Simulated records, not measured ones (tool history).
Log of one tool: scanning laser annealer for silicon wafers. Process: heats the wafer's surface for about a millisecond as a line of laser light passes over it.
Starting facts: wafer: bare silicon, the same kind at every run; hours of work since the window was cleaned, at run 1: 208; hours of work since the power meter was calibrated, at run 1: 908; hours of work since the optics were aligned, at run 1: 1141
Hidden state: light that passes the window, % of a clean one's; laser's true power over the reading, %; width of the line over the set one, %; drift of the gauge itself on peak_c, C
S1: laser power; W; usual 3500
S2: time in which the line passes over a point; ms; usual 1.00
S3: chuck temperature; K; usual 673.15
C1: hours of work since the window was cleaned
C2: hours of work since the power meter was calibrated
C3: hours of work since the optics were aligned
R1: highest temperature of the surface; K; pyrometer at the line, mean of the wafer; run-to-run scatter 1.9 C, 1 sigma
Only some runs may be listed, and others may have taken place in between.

Run 1, day 0.000: usual settings; C1 208; C2 908; C3 1141. Result: R1 1463.15 K.
Run 2, day 0.658: usual settings but S3 679.15 K; C1 219; C2 918; C3 1152. Result: R1 1472.15 K.
Run 3, day 1.958: usual settings but S2 0.99 ms; C1 240; C2 940; C3 1173. Result: R1 1457.15 K.
Run 4, day 2.738: usual settings but S2 0.99 ms; C1 253; C2 953; C3 1186. Result: R1 1461.15 K.
Run 5, day 4.062: usual settings but S2 0.99 ms; C1 275; C2 974; C3 1208. Result: R1 1458.15 K.
Run 6, day 5.533: usual settings; C1 299; C2 998; C3 1232. Result: R1 1458.15 K.
Run 7, day 6.450: usual settings; C1 314; C2 1013; C3 1247. Result: R1 1455.15 K.
Run 8, day 7.450: usual settings; C1 330; C2 1030; C3 1263. Result: R1 1460.15 K.
Run 9, day 8.800: usual settings; C1 352; C2 1052; C3 1285. Result: R1 1454.15 K.
Run 10, day 9.883: usual settings but S2 1.14 ms; C1 370; C2 1070; C3 1303. Result: R1 1511.15 K.
Run 11, day 11.021: usual settings but S2 0.99 ms; C1 389; C2 1089; C3 1322. Result: R1 1448.15 K.
Run 12, day 12.171: usual settings but S1 3800 W; C1 408; C2 1107; C3 1341. Result: R1 1535.15 K.
Run 13, day 13.450: usual settings but S1 3800 W; C1 429; C2 1128; C3 1362. Result: R1 1534.15 K.
At day 13.642: window over the wafer cleaned.
Run 14, day 14.992: usual settings but S1 3800 W; C1 22; C2 1152; C3 1386. Result: R1 1526.15 K.
Run 15, day 15.612: usual settings but S1 3800 W; C1 32; C2 1163; C3 1396. Result: R1 1524.15 K.
At day 17.158: window over the wafer cleaned, once more.
Run 16, day 17.158: usual settings but S1 3137 W; C1 0; C2 1187; C3 1420. Result: R1 1371.15 K.
Run 17, day 18.479: usual settings but S3 679.15 K; C1 22; C2 1208; C3 1442. Result: R1 1475.15 K.
Run 18, day 19.546: usual settings but S1 3377 W, S3 679.15 K; C1 39; C2 1226; C3 1459. Result: R1 1440.15 K.
Run 19, day 20.558: usual settings; C1 56; C2 1242; C3 1476. Result: R1 1466.15 K.
Run 20, day 21.921: usual settings; C1 78; C2 1265; C3 1498. Result: R1 1464.15 K.
At day 22.546: optics aligned, line set to its width.
Run 21, day 23.350: usual settings; C1 98; C2 1285; C3 13. Result: R1 1476.15 K.
Run 22, day 24.092: usual settings but S1 3730 W, S2 0.76 ms, S3 678.15 K; C1 110; C2 1297; C3 25. Result: R1 1428.15 K.
Run 23, day 24.821: usual settings but S1 3730 W, S2 0.76 ms, S3 678.15 K; C1 122; C2 1309; C3 37. Result: R1 1427.15 K.
Run 24, day 25.975: usual settings but S1 3465 W, S3 660.15 K; C1 141; C2 1328; C3 56. Result: R1 1452.15 K.
Run 25, day 27.425: usual settings but S1 3450 W, S2 0.94 ms, S3 644.15 K; C1 165; C2 1352; C3 80. Result: R1 1404.15 K.
Run 26, day 28.946: usual settings but S2 1.01 ms; C1 190; C2 1377; C3 105. Result: R1 1480.15 K.
Run 27, day 29.700: usual settings but S1 3669 W, S2 1.01 ms, S3 693.15 K; C1 202; C2 1389; C3 117. Result: R1 1539.15 K.
Run 28, day 31.100: usual settings but S1 3515 W, S2 0.94 ms, S3 636.15 K; C1 225; C2 1412; C3 140. Result: R1 1413.15 K.
Run 29, day 32.038: usual settings but S1 3845 W, S2 0.94 ms, S3 687.15 K; C1 241; C2 1427; C3 156. Result: R1 1550.15 K.
Run 30, day 33.492: usual settings but S1 3544 W, S3 701.15 K; C1 265; C2 1451; C3 180. Result: R1 1510.15 K.
Run 31, day 34.242: usual settings but S1 3544 W, S3 701.15 K; C1 277; C2 1464; C3 192. Result: R1 1509.15 K.
Run 32, day 35.358: usual settings but S3 698.15 K; C1 295; C2 1482; C3 210. Result: R1 1496.15 K.
Run 33, day 36.354: usual settings but S1 3407 W, S2 0.91 ms, S3 692.15 K; C1 312; C2 1498; C3 227. Result: R1 1421.15 K.
Run 34, day 37.283: usual settings but S2 1.14 ms, S3 663.15 K; C1 327; C2 1513; C3 242. Result: R1 1511.15 K.
Run 35, day 37.996: usual settings but S2 1.14 ms, S3 663.15 K; C1 339; C2 1525; C3 254. Result: R1 1508.15 K.
Run 36, day 39.454: usual settings but S1 3214 W, S2 1.14 ms, S3 663.15 K; C1 363; C2 1549; C3 278. Result: R1 1430.15 K.
Run 37, day 40.954: usual settings but S1 3214 W, S2 1.14 ms, S3 663.15 K; C1 387; C2 1574; C3 302. Result: R1 1429.15 K.
Run 38, day 42.088: usual settings but S1 3534 W, S2 1.14 ms, S3 663.15 K; C1 406; C2 1592; C3 321. Result: R1 1520.15 K.
Run 39, day 43.096: usual settings but S1 3331 W, S3 704.15 K; C1 422; C2 1609; C3 337. Result: R1 1448.15 K.
Run 40, day 44.000: usual settings but S1 3331 W, S3 704.15 K; C1 437; C2 1624; C3 352. Result: R1 1445.15 K.
Run 41, day 44.642: usual settings but S1 3331 W, S3 664.15 K; C1 448; C2 1634; C3 363. Result: R1 1406.15 K.

Below are 4 alternative next runs, each starting from the tool's condition after run 41. Predict each:
Run A, day 45.567: usual settings but S1 3331 W, S3 666.15 K; C1 463; C2 1649; C3 378. Result: R1 ?.
Run B, day 45.567: usual settings but S1 3331 W, S3 647.15 K; C1 463; C2 1649; C3 378. Result: R1 ?.
Run C, day 45.567: usual settings but S1 3529 W, S3 693.15 K; C1 463; C2 1649; C3 378. Result: R1 ?.
Run D, day 45.567: usual settings but S1 3491 W, S3 645.15 K; C1 463; C2 1649; C3 378. Result: R1 ?.

run       R1
  A  1405.15
  B  1386.15
  C  1488.15
  D  1430.15
The same runs, with their run-to-run variation unchanged, on a tool lacking any hidden condition would have given:
run       R1
  A  1435.15
  B  1415.15
  C  1520.15
  D  1461.15
